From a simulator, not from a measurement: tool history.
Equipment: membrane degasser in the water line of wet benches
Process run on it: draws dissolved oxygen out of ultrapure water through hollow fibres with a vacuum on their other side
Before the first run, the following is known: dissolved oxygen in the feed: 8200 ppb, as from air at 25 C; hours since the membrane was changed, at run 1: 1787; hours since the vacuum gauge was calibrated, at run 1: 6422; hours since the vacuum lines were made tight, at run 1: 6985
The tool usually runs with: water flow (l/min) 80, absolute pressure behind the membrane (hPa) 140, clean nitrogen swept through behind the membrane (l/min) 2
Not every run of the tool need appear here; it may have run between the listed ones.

run   hour  water flow (l/min)  absolute pressure behind the membrane (hPa)  clean nitrogen swept through behind the membrane (l/min)  hours since the membrane was changed  hours since the vacuum gauge was calibrated  hours since the vacuum lines were made tight  dissolved oxygen in the water behind the degasser (ppb)  pressure that the water loses in the fibres (hPa)
  1      0                  80                                          140                                                         2                                  1787                                         6422                                          6985                                                    852.5                                              661.3
  2   21.7                  80                                          140                                                         2                                  1809                                         6443                                          7007                                                    844.5                                              663.1
  3   50.1                 127                                          140                                                         2                                  1837                                         6472                                          7035                                                   1291.1                                             1053.7
  4     69                 127                                          140                                                      1.35                                  1856                                         6491                                          7054                                                   1601.3                                             1054.2
  5   88.2                 127                                          140                                                      1.35                                  1875                                         6510                                          7074                                                     1603                                             1046.4
  6  130.3                  80                                          140                                                         2                                  1917                                         6552                                          7116                                                    843.9                                              661.7
  7  150.4                  80                                          181                                                         2                                  1938                                         6572                                          7136                                                     1122                                              662.3
  8  183.6                 117                                          181                                                         2                                  1971                                         6605                                          7169                                                   1536.9                                              962.3
  9  216.9                  52                                          181                                                         2                                  2004                                         6639                                          7202                                                    785.5                                              426.6
 10  259.5                  52                                          181                                                         2                                  2047                                         6681                                          7245                                                    777.5                                              429.9
 11  299.6                  80                                          140                                                         2                                  2087                                         6721                                          7285                                                    848.2                                              657.1
 12  325.6                 107                                          140                                                         2                                  2113                                         6747                                          7311                                                   1113.9                                              874.1
 13    371                  80                                          140                                                      5.76                                  2158                                         6793                                          7356                                                    392.4                                              654.8
 14  402.1                  80                                          140                                                      5.76                                  2189                                         6824                                          7387                                                    393.6                                                656
 15  445.3                  80                                          140                                                      5.76                                  2232                                         6867                                          7431                                                    390.2                                              653.3
 16  491.6                  80                                          140                                                         2                                  2279                                         6913                                          7477                                                    843.2                                              651.3
 17  524.3                  80                                          140                                                      1.83                                  2311                                         6946                                          7510                                                      898                                              652.5
 18    551                  59                                          337                                                      1.03                                  2338                                         6973                                          7536                                                   2454.4                                                477
 19  589.1                  80                                          344                                                      4.24                                  2376                                         7011                                          7574                                                   1208.7                                              648.1
 20  609.9                  72                                          151                                                      2.08                                  2397                                         7032                                          7595                                                    822.7                                              583.3
 21  653.5                  77                                          194                                                         2                                  2441                                         7075                                          7639                                                   1154.9                                              625.4
 22  680.6                  77                                          194                                                         2                                  2468                                         7102                                          7666                                                   1144.9                                              623.9
 23  700.9                  80                                          249                                                      3.28                                  2488                                         7123                                          7686                                                     1062                                                646

The next listed run, before its measurement:
     712.1  -- gauge calibrated
 24   721                  52                                           88                                                      1.11                                  2508                                         7143                                          7706                                                        ?                                                  ?

Run 24 gave dissolved oxygen in the water behind the degasser (ppb) 499.3, pressure that the water loses in the fibres (hPa) 431.6.
With no hidden state in the tool, this same run would have given dissolved oxygen in the water behind the degasser (ppb) 498.2, pressure that the water loses in the fibres (hPa) 431.6.
